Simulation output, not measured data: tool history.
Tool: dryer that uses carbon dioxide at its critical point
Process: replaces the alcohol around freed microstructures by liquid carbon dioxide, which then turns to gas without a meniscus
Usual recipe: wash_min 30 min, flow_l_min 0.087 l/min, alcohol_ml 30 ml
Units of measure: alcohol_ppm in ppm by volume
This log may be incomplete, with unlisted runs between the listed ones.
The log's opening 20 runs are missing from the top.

Run 21, day 13.367: usual settings. Result: alcohol_ppm 614 ppm by volume.
Run 22, day 13.825: usual settings but alcohol_ml 48 ml. Result: alcohol_ppm 1005 ppm by volume.
Run 23, day 14.567: usual settings but alcohol_ml 48 ml. Result: alcohol_ppm 1001 ppm by volume.
Run 24, day 15.25: usual settings but wash_min 38 min, alcohol_ml 48 ml. Result: alcohol_ppm 330 ppm by volume.
Run 25, day 15.842: usual settings but wash_min 41 min. Result: alcohol_ppm 182 ppm by volume.
Run 26, day 16.475: usual settings but wash_min 43 min, alcohol_ml 26 ml. Result: alcohol_ppm 132 ppm by volume.
Run 27, day 17.192: usual settings but wash_min 42 min, flow_l_min 0.0618 l/min, alcohol_ml 84 ml. Result: alcohol_ppm 1957 ppm by volume.
Run 28, day 17.7: usual settings but wash_min 23 min, flow_l_min 0.1044 l/min, alcohol_ml 84 ml. Result: alcohol_ppm 2486 ppm by volume.
Run 29, day 18.325: usual settings but alcohol_ml 87 ml. Result: alcohol_ppm 1882 ppm by volume.
Run 30, day 18.846: usual settings but wash_min 18 min, flow_l_min 0.078 l/min, alcohol_ml 46 ml. Result: alcohol_ppm 8213 ppm by volume.
Run 31, day 19.667: usual settings but wash_min 18 min, flow_l_min 0.078 l/min, alcohol_ml 20 ml. Result: alcohol_ppm 3603 ppm by volume.
Run 32, day 20.612: usual settings but wash_min 18 min, flow_l_min 0.098 l/min, alcohol_ml 54 ml. Result: alcohol_ppm 5151 ppm by volume.
Run 33, day 21.179: usual settings but wash_min 18 min, flow_l_min 0.1251 l/min, alcohol_ml 93 ml. Result: alcohol_ppm 3524 ppm by volume.
Run 34, day 22.142: usual settings but wash_min 48 min, flow_l_min 0.1129 l/min, alcohol_ml 42 ml. Result: alcohol_ppm 81 ppm by volume.
Run 35, day 22.654: usual settings but wash_min 26 min, flow_l_min 0.1398 l/min, alcohol_ml 71 ml. Result: alcohol_ppm 304 ppm by volume.

Run 36 comes next. What will it give?
At day 22.842: inlet filter changed.
Run 36, day 23.304: usual settings but wash_min 24 min, flow_l_min 0.1398 l/min, alcohol_ml 71 ml. Result: alcohol_ppm ?.

{"run 36": {"alcohol_ppm": 322}}
With the hidden condition absent and the run-to-run variation left alone, this run would have shown alcohol_ppm 243 ppm by volume.

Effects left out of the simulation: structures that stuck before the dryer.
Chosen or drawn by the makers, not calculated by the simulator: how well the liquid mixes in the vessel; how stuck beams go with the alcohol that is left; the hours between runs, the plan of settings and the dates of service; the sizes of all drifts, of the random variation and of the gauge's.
